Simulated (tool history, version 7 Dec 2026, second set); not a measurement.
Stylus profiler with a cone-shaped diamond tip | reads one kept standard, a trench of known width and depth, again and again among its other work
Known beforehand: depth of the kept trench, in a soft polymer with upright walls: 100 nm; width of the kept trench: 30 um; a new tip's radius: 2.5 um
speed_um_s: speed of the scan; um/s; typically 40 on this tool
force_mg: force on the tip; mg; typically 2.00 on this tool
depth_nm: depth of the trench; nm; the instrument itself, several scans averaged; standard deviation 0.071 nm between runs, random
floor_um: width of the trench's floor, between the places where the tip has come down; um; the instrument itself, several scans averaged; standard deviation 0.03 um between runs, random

run 1 hour=0.0 | speed_um_s=40 force_mg=2.00 | depth_nm=100.75 floor_um=28.25
run 2 hour=44.2 | speed_um_s=40 force_mg=2.00 | depth_nm=100.86 floor_um=28.21
run 3 hour=80.9 | speed_um_s=40 force_mg=2.00 | depth_nm=100.95 floor_um=28.21
run 4 hour=123.5 | speed_um_s=26 force_mg=2.00 | depth_nm=100.87 floor_um=28.18
run 5 hour=165.8 | speed_um_s=93 force_mg=2.00 | depth_nm=100.99 floor_um=28.12
run 6 hour=212.9 | speed_um_s=93 force_mg=2.00 | depth_nm=100.98 floor_um=28.03
run 7 hour=259.6 | speed_um_s=40 force_mg=2.60 | depth_nm=101.15 floor_um=28.13
run 8 hour=285.0 | speed_um_s=47 force_mg=2.60 | depth_nm=101.09 floor_um=28.19
run 9 hour=309.1 | speed_um_s=40 force_mg=2.00 | depth_nm=100.96 floor_um=28.13
run 10 hour=333.3 | speed_um_s=40 force_mg=2.00 | depth_nm=101.02 floor_um=28.10
run 11 hour=385.5 | speed_um_s=20 force_mg=2.00 | depth_nm=101.08 floor_um=28.11
run 12 hour=429.4 | speed_um_s=20 force_mg=2.00 | depth_nm=100.95 floor_um=28.12
run 13 hour=480.4 | speed_um_s=40 force_mg=0.85 | depth_nm=100.88 floor_um=28.05
run 14 hour=516.0 | speed_um_s=40 force_mg=0.85 | depth_nm=100.83 floor_um=28.10
run 15 hour=552.2 | speed_um_s=34 force_mg=0.85 | depth_nm=100.83 floor_um=27.98
run 16 hour=579.7 | speed_um_s=12 force_mg=0.85 | depth_nm=100.80 floor_um=28.10
run 17 hour=630.5 | speed_um_s=44 force_mg=0.85 | depth_nm=100.82 floor_um=28.02
run 18 hour=668.4 | speed_um_s=44 force_mg=0.85 | depth_nm=100.90 floor_um=28.04
run 19 hour=706.5 | speed_um_s=40 force_mg=1.48 | depth_nm=100.90 floor_um=28.03
-- hour=709.4 height scale calibrated on a step standard
run 20 hour=750.0 | speed_um_s=40 force_mg=1.48 | depth_nm=101.44 floor_um=28.03
run 21 hour=787.2 | speed_um_s=40 force_mg=1.48 | depth_nm=101.47 floor_um=27.96
run 22 hour=825.0 | speed_um_s=40 force_mg=1.16 | depth_nm=101.28 floor_um=27.99
run 23 hour=857.8 | speed_um_s=12 force_mg=2.00 | depth_nm=101.49 floor_um=28.08
run 24 hour=905.0 | speed_um_s=15 force_mg=1.66 | depth_nm=101.54 floor_um=28.02
run 25 hour=951.4 | speed_um_s=23 force_mg=5.25 | depth_nm=101.96 floor_um=28.06
run 26 hour=985.7 | speed_um_s=152 force_mg=1.24 | depth_nm=101.50 floor_um=27.67
-- hour=1023.1 height scale calibrated on a step standard, once more
run 27 hour=1038.0 | speed_um_s=152 force_mg=1.24 | depth_nm=100.42 floor_um=27.62
run 28 hour=1061.5 | speed_um_s=152 force_mg=1.24 | depth_nm=100.47 floor_um=27.67
run 29 hour=1083.6 | speed_um_s=40 force_mg=5.47 | depth_nm=101.21 floor_um=27.97
run 30 hour=1105.4 | speed_um_s=55 force_mg=1.29 | depth_nm=100.53 floor_um=27.88
run 31 hour=1158.1 | speed_um_s=37 force_mg=2.19 | depth_nm=100.66 floor_um=27.98
run 32 hour=1209.9 | speed_um_s=37 force_mg=2.19 | depth_nm=100.68 floor_um=27.92
run 33 hour=1257.3 | speed_um_s=120 force_mg=1.55 | depth_nm=100.66 floor_um=27.72

What does the tool deliver on the next run?
run 34 hour=1281.5 | speed_um_s=120 force_mg=1.55 | depth_nm=? floor_um=?

Logged for run 34: depth_nm 100.70 nm, floor_um 27.72 um.
If the tool had no hidden condition, the same run with the same run-to-run variation would have returned depth_nm 100.61 nm, floor_um 28.35 um.

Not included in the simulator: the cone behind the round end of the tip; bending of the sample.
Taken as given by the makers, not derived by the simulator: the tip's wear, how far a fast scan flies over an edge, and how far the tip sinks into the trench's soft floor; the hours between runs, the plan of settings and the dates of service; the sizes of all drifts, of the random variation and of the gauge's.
